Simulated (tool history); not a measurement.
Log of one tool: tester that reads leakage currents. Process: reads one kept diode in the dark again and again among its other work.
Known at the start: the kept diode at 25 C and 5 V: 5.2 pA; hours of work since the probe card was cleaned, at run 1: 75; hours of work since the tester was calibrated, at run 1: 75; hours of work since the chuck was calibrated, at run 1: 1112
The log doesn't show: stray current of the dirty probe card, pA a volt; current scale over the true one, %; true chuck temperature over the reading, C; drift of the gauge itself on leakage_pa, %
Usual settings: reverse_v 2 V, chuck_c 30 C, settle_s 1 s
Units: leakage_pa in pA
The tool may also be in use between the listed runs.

| run | hour | reverse_v | chuck_c | settle_s | hours of work since the probe card was cleaned | hours of work since the tester was calibrated | hours of work since the chuck was calibrated | leakage_pa |
|---|---|---|---|---|---|---|---|---|
| 1 | 0 | 2 | 30 | 1 | 75 | 75 | 1112 | 5.11 |
| 2 | 151.6 | 2 | 30 | 1 | 185 | 185 | 1222 | 5.15 |
| 3 | 361.5 | 2 | 30 | 0.61 | 337 | 337 | 1374 | 5.63 |
| 4 | 536 | 2 | 30 | 0.61 | 463 | 463 | 1500 | 5.74 |
| 5 | 765 | 2 | 30 | 0.87 | 629 | 629 | 1666 | 5.74 |
| 6 | 929.5 | 2 | 30 | 0.87 | 748 | 748 | 1785 | 5.82 |
| 7 | 1124.7 | 2 | 30 | 0.87 | 890 | 890 | 1926 | 6.01 |
| 8 | 1255.4 | 2 | 30 | 0.87 | 984 | 984 | 2021 | 6.02 |
| 9 | 1403.4 | 2 | 30 | 1 | 1091 | 1091 | 2128 | 6.18 |
| 10 | 1607.2 | 2 | 30 | 1 | 1239 | 1239 | 2276 | 6.18 |
|  | 1803.3 | chuck's temperature calibrated |
| 11 | 1852 | 2 | 30 | 1 | 1415 | 1415 | 35 | 5.81 |
| 12 | 2083.8 | 2 | 30 | 1 | 1583 | 1583 | 203 | 5.99 |
| 13 | 2264.8 | 2 | 30 | 1 | 1714 | 1714 | 334 | 6 |
| 14 | 2381.6 | 2 | 30 | 0.36 | 1799 | 1799 | 419 | 6.73 |
| 15 | 2527.4 | 2 | 30 | 1 | 1904 | 1904 | 524 | 6.16 |
| 16 | 2652.3 | 2 | 30 | 1 | 1995 | 1995 | 615 | 6.29 |
| 17 | 2767.5 | 2 | 30 | 1 | 2078 | 2078 | 698 | 6.49 |
| 18 | 2947 | 2.17 | 20 | 1.05 | 2208 | 2208 | 828 | 4.33 |
| 19 | 3183.2 | 2.17 | 51 | 1.05 | 2379 | 2379 | 999 | 22.86 |
| 20 | 3367.3 | 17.87 | 24 | 1.05 | 2512 | 2512 | 1133 | 28.47 |
| 21 | 3620.4 | 3.29 | 38 | 0.65 | 2696 | 2696 | 1316 | 15.29 |
|  | 3785.8 | probe card cleaned and baked |
|  | 3822.1 | tester calibrated |
| 22 | 3849.4 | 3.29 | 38 | 0.65 | 45 | 20 | 1478 | 12.47 |
| 23 | 4038.7 | 3.29 | 26 | 0.65 | 182 | 157 | 1616 | 6.02 |
| 24 | 4208.1 | 3.37 | 36 | 6.82 | 304 | 280 | 1738 | 10.8 |
| 25 | 4467.3 | 2 | 33 | 7.46 | 492 | 467 | 1926 | 6.63 |
| 26 | 4575.5 | 2 | 33 | 7.46 | 571 | 546 | 2004 | 6.51 |
| 27 | 4760.8 | 2.46 | 25 | 1 | 705 | 680 | 2139 | 5.02 |
| 28 | 5021.2 | 1.32 | 30 | 2.54 | 893 | 869 | 2327 | 4.51 |
|  | 5153.3 | chuck's temperature calibrated |
| 29 | 5159.1 | 11.15 | 42 | 3.09 | 992 | 967 | 4 | 32.83 |
| 30 | 5407.7 | 11.15 | 45 | 4.65 | 1172 | 1147 | 184 | 40.02 |
| 31 | 5518.2 | 3.56 | 32 | 0.6 | 1252 | 1227 | 264 | 9.86 |
| 32 | 5643.2 | 3.56 | 32 | 0.6 | 1342 | 1318 | 355 | 9.99 |
| 33 | 5859.6 | 7.15 | 27 | 0.58 | 1499 | 1474 | 512 | 13.54 |

3 ways to go on from here, each from the tool as it stands after run 33. What would each give?
| A | 5990.7 | 11.18 | 24 | 3.65 | 1594 | 1569 | 607 | ? |
| B | 5990.7 | 1.07 | 55 | 0.58 | 1594 | 1569 | 607 | ? |
| C | 5990.7 | 16.12 | 56 | 3.67 | 1594 | 1569 | 607 | ? |

| run | leakage_pa |
|---|---|
| A | 14.49 |
| B | 18.38 |
| C | 100.76 |
Without the tool's hidden state the same runs would have given:
| run | leakage_pa |
|---|---|
| A | 8.52 |
| B | 17.06 |
| C | 88.6 |
